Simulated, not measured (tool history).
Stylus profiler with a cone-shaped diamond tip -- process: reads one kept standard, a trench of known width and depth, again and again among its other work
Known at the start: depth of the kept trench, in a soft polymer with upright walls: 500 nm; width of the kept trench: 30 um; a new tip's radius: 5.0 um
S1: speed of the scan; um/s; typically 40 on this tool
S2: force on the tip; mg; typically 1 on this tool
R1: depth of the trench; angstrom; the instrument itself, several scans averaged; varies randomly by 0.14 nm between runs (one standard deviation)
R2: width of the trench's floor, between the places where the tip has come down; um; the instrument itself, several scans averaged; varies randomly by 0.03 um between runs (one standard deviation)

Run 1, day 0: usual settings. Result: R1 5051.9 angstrom, R2 24.27 um.
Run 2, day 0.771: usual settings. Result: R1 5055 angstrom, R2 24.26 um.
Run 3, day 2.029: usual settings but S1 14 um/s. Result: R1 5054.9 angstrom, R2 24.44 um.
Run 4, day 3.471: usual settings but S1 14 um/s. Result: R1 5056 angstrom, R2 24.41 um.
Run 5, day 4.333: usual settings but S1 14 um/s. Result: R1 5051 angstrom, R2 24.39 um.
Run 6, day 5.496: usual settings but S1 14 um/s. Result: R1 5054 angstrom, R2 24.35 um.
Run 7, day 6.767: usual settings but S1 14 um/s. Result: R1 5056.5 angstrom, R2 24.32 um.
Run 8, day 8.033: usual settings but S1 44 um/s, S2 0.43 mg. Result: R1 5038.8 angstrom, R2 23.98 um.
Run 9, day 8.904: usual settings but S1 10 um/s, S2 0.36 mg. Result: R1 5038.5 angstrom, R2 24.27 um.
Run 10, day 10.162: usual settings but S1 17 um/s, S2 0.36 mg. Result: R1 5036.2 angstrom, R2 24.18 um.
Run 11, day 11.562: usual settings but S1 17 um/s, S2 0.36 mg. Result: R1 5036.8 angstrom, R2 24.19 um.

Predict the results of run 12:
Run 12, day 12.683: usual settings but S1 17 um/s, S2 0.36 mg. Result: R1 ?, R2 ?.

For run 12 the tool returned R1 5036 angstrom, R2 24.13 um.
With the hidden condition absent and the run-to-run variation left alone, this run would have shown R1 5019.5 angstrom, R2 25.41 um.
